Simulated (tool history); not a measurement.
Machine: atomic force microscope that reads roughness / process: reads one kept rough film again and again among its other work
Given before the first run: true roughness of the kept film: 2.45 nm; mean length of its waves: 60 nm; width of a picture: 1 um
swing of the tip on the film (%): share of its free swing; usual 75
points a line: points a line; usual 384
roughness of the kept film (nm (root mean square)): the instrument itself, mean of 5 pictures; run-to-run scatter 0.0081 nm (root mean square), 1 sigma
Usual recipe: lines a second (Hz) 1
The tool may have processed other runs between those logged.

run   hour  lines a second (Hz)  swing of the tip on the film (%)  points a line  roughness of the kept film (nm (root mean square))
  1      0                    1                                75            384                                               2.229
  2      6                    1                                75            384                                                2.24
  3   17.8                    1                                75            384                                               2.229
  4   28.3                    1                                75            384                                               2.203
  5     35                    1                                75            384                                               2.223
  6   43.4                    1                                85            384                                               2.124
  7   49.9                    1                                85            384                                               2.131
  8   57.6                  1.9                                75            384                                               2.077
  9   71.5                  1.9                                75            384                                                 2.1
 10   81.7                 0.59                                75            384                                               2.286
 11     92                 0.87                                75            384                                               2.251
 12  105.7                    1                                58            384                                               2.326
 13  116.5                    1                                75            384                                               2.218
 14  130.7                    1                                75            384                                               2.222
 15  136.7                    1                                75            384                                               2.216
 16  143.7                    1                                75            384                                                2.22
     146.2  -- new tip fitted
 17  155.2                    1                                75            384                                               2.215
 18  169.8                    1                                75            384                                               2.219
 19  182.2                    1                                75            384                                               2.231
 20  195.5                    1                                75            384                                               2.226
 21  206.7                 0.55                                63            438                                                2.35
 22  214.5                 1.67                                66            402                                               2.226
 23  228.1                 1.67                                66            402                                               2.234
 24    238                 0.65                                69            402                                               2.324
 25  245.7                 0.65                                69            402                                               2.315
 26  251.9                  2.8                                85            305                                               1.779
 27  261.3                  2.8                                85            305                                               1.767
 28  269.1                  2.6                                89            384                                               1.711
 29  280.1                  2.6                                89            384                                               1.729

Each row is a separate what-if for the run after 29, all from the same tool condition, not one after another. Results?
  A  289.8                    1                                75            485                                                   ?
  B  289.8                 1.82                                83            970                                                   ?
  C  289.8                 3.89                                89            334                                                   ?
  D  289.8                 1.45                                62            269                                                   ?

run  roughness of the kept film (nm (root mean square))
  A                                               2.234
  B                                               1.988
  C                                               1.498
  D                                               2.277
Stripped of hidden state, with their random variation kept, the same runs would have yielded:
run  roughness of the kept film (nm (root mean square))
  A                                               2.237
  B                                               1.991
  C                                                 1.5
  D                                                2.28
